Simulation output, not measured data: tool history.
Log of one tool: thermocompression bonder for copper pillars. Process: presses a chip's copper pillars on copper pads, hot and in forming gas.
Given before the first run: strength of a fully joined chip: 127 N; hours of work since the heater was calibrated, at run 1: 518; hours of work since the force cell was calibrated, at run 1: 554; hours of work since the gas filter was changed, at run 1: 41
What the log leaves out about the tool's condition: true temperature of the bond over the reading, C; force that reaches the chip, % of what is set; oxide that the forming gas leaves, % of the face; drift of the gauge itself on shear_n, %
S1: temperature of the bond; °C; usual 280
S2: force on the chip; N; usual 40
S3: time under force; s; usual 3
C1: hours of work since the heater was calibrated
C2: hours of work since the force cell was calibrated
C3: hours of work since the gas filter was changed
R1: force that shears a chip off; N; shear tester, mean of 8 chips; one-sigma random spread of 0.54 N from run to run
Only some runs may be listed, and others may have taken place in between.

{"run": 1, "hour": 0.0, "S1": 280, "S2": 40, "S3": 3, "C1": 518, "C2": 554, "C3": 41, "R1": 53.2}
{"run": 2, "hour": 25.6, "S1": 280, "S2": 40, "S3": 3, "C1": 534, "C2": 570, "C3": 56, "R1": 54.4}
{"hour": 58.0, "done": "heater calibrated with a thermocouple chip"}
{"run": 3, "hour": 59.3, "S1": 280, "S2": 40, "S3": 3, "C1": 1, "C2": 589, "C3": 76, "R1": 53.1}
{"run": 4, "hour": 86.0, "S1": 280, "S2": 40, "S3": 3, "C1": 17, "C2": 606, "C3": 92, "R1": 53.8}
{"run": 5, "hour": 122.1, "S1": 280, "S2": 40, "S3": 3, "C1": 39, "C2": 628, "C3": 114, "R1": 54}
{"run": 6, "hour": 137.8, "S1": 280, "S2": 40, "S3": 3, "C1": 49, "C2": 637, "C3": 124, "R1": 52.8}
{"run": 7, "hour": 174.5, "S1": 280, "S2": 40, "S3": 3, "C1": 71, "C2": 660, "C3": 146, "R1": 53.7}
{"run": 8, "hour": 209.9, "S1": 280, "S2": 34, "S3": 3, "C1": 93, "C2": 681, "C3": 168, "R1": 47.2}
{"run": 9, "hour": 246.6, "S1": 280, "S2": 34, "S3": 3, "C1": 115, "C2": 704, "C3": 190, "R1": 48.3}
{"run": 10, "hour": 263.5, "S1": 261, "S2": 40, "S3": 3, "C1": 126, "C2": 714, "C3": 201, "R1": 37.9}
{"run": 11, "hour": 299.0, "S1": 261, "S2": 40, "S3": 3, "C1": 147, "C2": 736, "C3": 222, "R1": 38.6}
{"hour": 309.0, "done": "forming gas filter changed"}
{"run": 12, "hour": 324.4, "S1": 305, "S2": 57, "S3": 2, "C1": 162, "C2": 751, "C3": 9, "R1": 80}
{"run": 13, "hour": 342.6, "S1": 280, "S2": 40, "S3": 3, "C1": 173, "C2": 762, "C3": 20, "R1": 54.5}
{"run": 14, "hour": 374.4, "S1": 269, "S2": 39, "S3": 4, "C1": 193, "C2": 781, "C3": 40, "R1": 49}
{"run": 15, "hour": 405.8, "S1": 269, "S2": 46, "S3": 4, "C1": 212, "C2": 801, "C3": 59, "R1": 54.2}
{"run": 16, "hour": 441.0, "S1": 280, "S2": 54, "S3": 2, "C1": 234, "C2": 822, "C3": 81, "R1": 55.3}
{"run": 17, "hour": 458.0, "S1": 279, "S2": 29, "S3": 7, "C1": 244, "C2": 832, "C3": 91, "R1": 58.9}

Hidden condition of the tool, last listed run before each entry between runs versus first listed run after:
After run 2, before run 3: heater calibrated with a thermocouple chip (hour 58)
  true temperature of the bond over the reading, C: 0.2 -> 0; oxide that the forming gas leaves, % of the face: 0.53 -> 0.54
After run 11, before run 12: forming gas filter changed (hour 309)
  oxide that the forming gas leaves, % of the face: 0.61 -> 0.5

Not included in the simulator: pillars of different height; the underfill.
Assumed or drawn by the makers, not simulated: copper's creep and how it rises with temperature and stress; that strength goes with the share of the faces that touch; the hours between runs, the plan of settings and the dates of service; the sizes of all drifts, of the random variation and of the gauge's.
